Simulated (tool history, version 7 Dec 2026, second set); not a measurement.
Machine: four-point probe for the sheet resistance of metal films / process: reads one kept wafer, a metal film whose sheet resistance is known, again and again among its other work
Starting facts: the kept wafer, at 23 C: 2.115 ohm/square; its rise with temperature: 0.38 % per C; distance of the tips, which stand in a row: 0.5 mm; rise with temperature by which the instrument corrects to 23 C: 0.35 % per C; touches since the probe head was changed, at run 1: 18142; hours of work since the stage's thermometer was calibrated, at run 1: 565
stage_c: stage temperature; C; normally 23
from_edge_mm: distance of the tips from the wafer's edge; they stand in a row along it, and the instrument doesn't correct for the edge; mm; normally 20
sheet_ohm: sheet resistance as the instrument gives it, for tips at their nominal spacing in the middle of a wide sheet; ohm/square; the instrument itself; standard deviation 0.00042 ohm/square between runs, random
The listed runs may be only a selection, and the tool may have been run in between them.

run	hour	stage_c	from_edge_mm	touches since the probe head was changed	hours of work since the stage's thermometer was calibrated	sheet_ohm
1	0	23	20	18142	565	2.11612
2	18.5	23	20	18731	573	2.116333
3	33.6	23	20	19213	579	2.116436
4	56.7	27	20	19952	589	2.120068
5	70.3	23	20	20386	595	2.11623
6	93.4	23	20	21121	605	2.116779
7	115.6	23	5	21828	615	2.126904
8	125.1	23	5	22132	619	2.126827
9	148.7	23	5	22884	629	2.126289
10	159.2	23	20	23219	634	2.115975
11	172.4	23	20	23639	639	2.115896
12	188.8	23	20	24163	647	2.115792
13	200.6	23	9	24540	652	2.118369
14	215.5	18	20	25016	658	2.111471
15	227.5	23	20	25398	663	2.115874
16	238.8	23	20	25758	668	2.116454
17	250.5	23	44	26131	673	2.11545
18	264.9	23	44	26590	680	2.115706
19	274.8	23	44	26905	684	2.114936
20	288	21	20	27328	690	2.114404
21	297.9	21	20	27644	694	2.113863
22	313.7	21	20	28146	701	2.114438
23	328.3	22	9	28611	707	2.117701
24	339.5	25	20	28969	712	2.117082
25	359.4	20	72	29603	721	2.112137
26	369.6	22	61	29929	725	2.113191
27	382.3	22	61	30333	730	2.11347
28	396	22	61	30772	736	2.11333
29	405.8	24	10	31085	741	2.117845
30	426.2	33	20	31735	750	2.12313
31	445.4	24	54	32348	758	2.115275
32	468	21	21	33068	768	2.113279
33	486	32	3	33641	775	2.152556
34	500.7	27	14	34110	782	2.119094
35	523.2	22	10	34829	792	2.116504
36	539.1	20	8	35335	799	2.116044
37	554.8	21	66	35834	805	2.111989
38	577.3	28	14	36554	815	2.119436
39	591	28	14	36989	821	2.118919
40	610	28	14	37595	829	2.120431
41	620.8	26	17	37940	834	2.116596
42	642.6	32	27	38637	843	2.121254
43	656.3	31	16	39074	849	2.120307

Here are 3 independent what-if runs from the current tool condition. What would each one return?
A	676.8	31	70	39727	858	?
B	676.8	20	38	39727	858	?
C	676.8	31	10	39727	858	?

run	sheet_ohm
A	2.119475
B	2.111253
C	2.122522
Without the tool's unlogged condition, the same runs would have read:
run	sheet_ohm
A	2.120784
B	2.112583
C	2.123833
